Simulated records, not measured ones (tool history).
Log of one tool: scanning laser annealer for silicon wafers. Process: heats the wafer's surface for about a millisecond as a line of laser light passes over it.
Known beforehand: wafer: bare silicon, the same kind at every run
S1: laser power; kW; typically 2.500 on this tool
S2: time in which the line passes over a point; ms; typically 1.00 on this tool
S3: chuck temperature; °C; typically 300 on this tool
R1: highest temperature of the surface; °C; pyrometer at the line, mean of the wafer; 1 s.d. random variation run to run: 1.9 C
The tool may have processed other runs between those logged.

{"run": 1, "hour": 0.0, "S1": 2.5, "S2": 1.0, "S3": 300, "R1": 1103}
{"run": 2, "hour": 13.5, "S1": 2.5, "S2": 1.0, "S3": 281, "R1": 1085}
{"run": 3, "hour": 21.3, "S1": 2.5, "S2": 1.0, "S3": 300, "R1": 1103}
{"run": 4, "hour": 32.3, "S1": 2.5, "S2": 1.0, "S3": 300, "R1": 1107}
{"run": 5, "hour": 44.9, "S1": 2.5, "S2": 0.92, "S3": 300, "R1": 1072}
{"run": 6, "hour": 54.8, "S1": 2.5, "S2": 1.0, "S3": 300, "R1": 1107}
{"run": 7, "hour": 60.6, "S1": 2.5, "S2": 1.0, "S3": 300, "R1": 1106}
{"run": 8, "hour": 72.8, "S1": 2.5, "S2": 1.0, "S3": 300, "R1": 1106}
{"run": 9, "hour": 78.9, "S1": 2.136, "S2": 1.21, "S3": 306, "R1": 1077}
{"run": 10, "hour": 88.3, "S1": 2.136, "S2": 1.21, "S3": 306, "R1": 1075}
{"run": 11, "hour": 99.7, "S1": 2.136, "S2": 1.21, "S3": 306, "R1": 1074}
{"run": 12, "hour": 109.9, "S1": 2.136, "S2": 1.21, "S3": 306, "R1": 1076}
{"run": 13, "hour": 123.4, "S1": 2.553, "S2": 0.96, "S3": 317, "R1": 1117}

4 ways to go on from here, each from the tool as it stands after run 13. What would each give?
{"run": "A", "hour": 132.9, "S1": 2.469, "S2": 1.02, "S3": 337, "R1": "?"}
{"run": "B", "hour": 132.9, "S1": 2.458, "S2": 0.71, "S3": 312, "R1": "?"}
{"run": "C", "hour": 132.9, "S1": 2.404, "S2": 0.71, "S3": 330, "R1": "?"}
{"run": "D", "hour": 132.9, "S1": 2.577, "S2": 1.0, "S3": 300, "R1": "?"}

run=A R1=1142
run=B R1=975
run=C R1=978
run=D R1=1130
Without the tool's unlogged condition, the same runs would have read:
run=A R1=1143
run=B R1=976
run=C R1=979
run=D R1=1131
